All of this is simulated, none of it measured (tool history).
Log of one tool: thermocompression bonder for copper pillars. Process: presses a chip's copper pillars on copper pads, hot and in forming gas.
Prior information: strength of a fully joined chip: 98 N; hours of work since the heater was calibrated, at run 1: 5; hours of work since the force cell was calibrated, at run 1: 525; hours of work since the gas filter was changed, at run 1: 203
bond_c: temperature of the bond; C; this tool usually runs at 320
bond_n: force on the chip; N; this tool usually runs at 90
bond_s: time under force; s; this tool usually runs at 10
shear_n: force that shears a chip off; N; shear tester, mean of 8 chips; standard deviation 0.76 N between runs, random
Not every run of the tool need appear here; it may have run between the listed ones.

run     day  bond_c  bond_n  bond_s  hours of work since the heater was calibrated  hours of work since the force cell was calibrated  hours of work since the gas filter was changed  shear_n
  1   0.000     320      90      10                                              5                                                525                                             203     52.8
  2   1.371     320      90      10                                             24                                                544                                             223     53.4
  3   3.783     320      90      10                                             58                                                578                                             257     52.7
  4   5.362     320      90      10                                             81                                                601                                             279     51.4
  5   6.779     299      90      10                                            101                                                621                                             299     43.7
  6   8.717     299      90      10                                            128                                                648                                             326     43.6
  7  10.921     320      60      10                                            159                                                679                                             358     39.9
  8  13.025     320      95      10                                            189                                                709                                             387     51.4
     13.292  -- forming gas filter changed
  9  15.150     320      95      10                                            219                                                739                                              26     55.6
 10  16.775     320      90      10                                            242                                                762                                              49     52.4
 11  18.517     320      71      10                                            266                                                787                                              74     45.2
 12  20.717     310      90      10                                            298                                                818                                             105     49.0
 13  23.100     293      80      10                                            331                                                851                                             139     37.5
 14  24.333     334      86      10                                            349                                                869                                             156     54.4
     26.417  -- force cell calibrated
 15  27.042     324      95       5                                            386                                                  9                                             194     43.5
 16  29.700     320      73      18                                            424                                                 46                                             231     56.1
 17  31.758     303      91       9                                            453                                                 76                                             260     44.6
 18  33.279     290     116      27                                            474                                                 97                                             282     62.8
 19  34.421     290     116      27                                            491                                                113                                             298     63.4
 20  36.233     290     116      27                                            516                                                139                                             324     63.7
 21  38.733     290      78      12                                            552                                                174                                             359     38.6

Branching from run 21: 3 alternative next runs. What would each branch give?
  A  39.854     320      90      19                                            567                                                190                                             375        ?
  B  39.854     302      94       7                                            567                                                190                                             375        ?
  C  39.854     310      90      10                                            567                                                190                                             375        ?

run  shear_n
  A     60.9
  B     39.8
  C     46.2
With the hidden condition removed and each run's random variation left untouched, the same runs would have given:
run  shear_n
  A     69.0
  B     46.1
  C     53.3
